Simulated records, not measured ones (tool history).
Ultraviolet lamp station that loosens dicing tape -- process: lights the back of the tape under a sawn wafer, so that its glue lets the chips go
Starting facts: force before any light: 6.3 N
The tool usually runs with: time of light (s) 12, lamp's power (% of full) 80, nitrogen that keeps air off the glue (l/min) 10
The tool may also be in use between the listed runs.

run   hour  time of light (s)  lamp's power (% of full)  nitrogen that keeps air off the glue (l/min)  force that peels the tape off (N)  light that reached the tape (mJ/cm2)
  1    0.0                 12                        80                                            10                              0.403                                   136
  2   42.1                 12                        80                                            10                              0.427                                   132
  3   68.4                 12                        89                                            10                              0.350                                   148
  4   94.0                 12                        89                                            10                              0.366                                   146
  5  114.2                 12                        89                                            10                              0.372                                   138
  6  140.7                 12                        89                                            10                              0.397                                   141
  7  174.9                 12                        89                                            10                              0.429                                   134
     205.3  -- window cleaned of glue's vapour
  8  217.4                 12                        89                                            10                              0.465                                   129
  9  247.7                 15                        89                                            10                              0.291                                   157
 10  284.2                 15                        89                                            10                              0.305                                   157
 11  316.8                 12                        80                                             5                              0.945                                   106
     324.8  -- window cleaned of glue's vapour, once more
 12  344.3                 12                        80                                             5                              0.780                                   121
     368.0  -- lamp changed
 13  368.0                 12                        80                                             5                              0.248                                   202
 14  386.8                 12                        89                                            10                              0.131                                   222
 15  428.7                 12                        80                                            12                              0.168                                   200
 16  455.8                 12                        72                                            10                              0.235                                   175
 17  497.9                 12                        84                                            18                              0.136                                   201
 18  533.8                 12                        79                                             6                              0.273                                   183
 19  572.5                 13                        73                                            12                              0.197                                   183
 20  606.8                 13                        73                                            12                              0.202                                   174
 21  648.5                  8                        74                                             3                              1.227                                   107
 22  669.6                  8                        71                                             7                              0.914                                   104
 23  691.1                  8                        71                                             7                              0.901                                   106
 24  713.5                  8                        71                                             7                              0.954                                   100
     724.0  -- window cleaned of glue's vapour
 25  739.1                  8                        71                                             7                              0.805                                   108
 26  770.9                 13                        88                                             4                              0.243                                   212
 27  790.4                 18                        99                                             6                              0.094                                   325
 28  830.3                 18                        63                                             6                              0.214                                   200
 29  855.0                 18                        63                                             6                              0.218                                   198
 30  880.1                 18                        63                                             6                              0.225                                   200

The same runs without the tool's hidden state, with the same run-to-run variation:
The tool's hidden condition here consists of: lamp's light, % of a new lamp's; light that the window lets through, % of a clean one's; drift of the gauge itself on peel_n, %; drift of the gauge itself on dose_mj_cm2, %.
run  force that peels the tape off (N)  light that reached the tape (mJ/cm2)
  1                              0.158                                   205
  2                              0.157                                   204
  3                              0.128                                   231
  4                              0.129                                   231
  5                              0.122                                   225
  6                              0.129                                   230
  7                              0.132                                   227
  8                              0.129                                   227
  9                              0.097                                   284
 10                              0.091                                   288
 11                              0.231                                   203
 12                              0.231                                   208
 13                              0.237                                   205
 14                              0.124                                   228
 15                              0.152                                   210
 16                              0.203                                   186
 17                              0.117                                   218
 18                              0.214                                   203
 19                              0.150                                   206
 20                              0.148                                   201
 21                              0.930                                   126
 22                              0.650                                   123
 23                              0.625                                   127
 24                              0.646                                   122
 25                              0.623                                   122
 26                              0.173                                   246
 27                              0.086                                   380
 28                              0.146                                   239
 29                              0.142                                   240
 30                              0.141                                   245
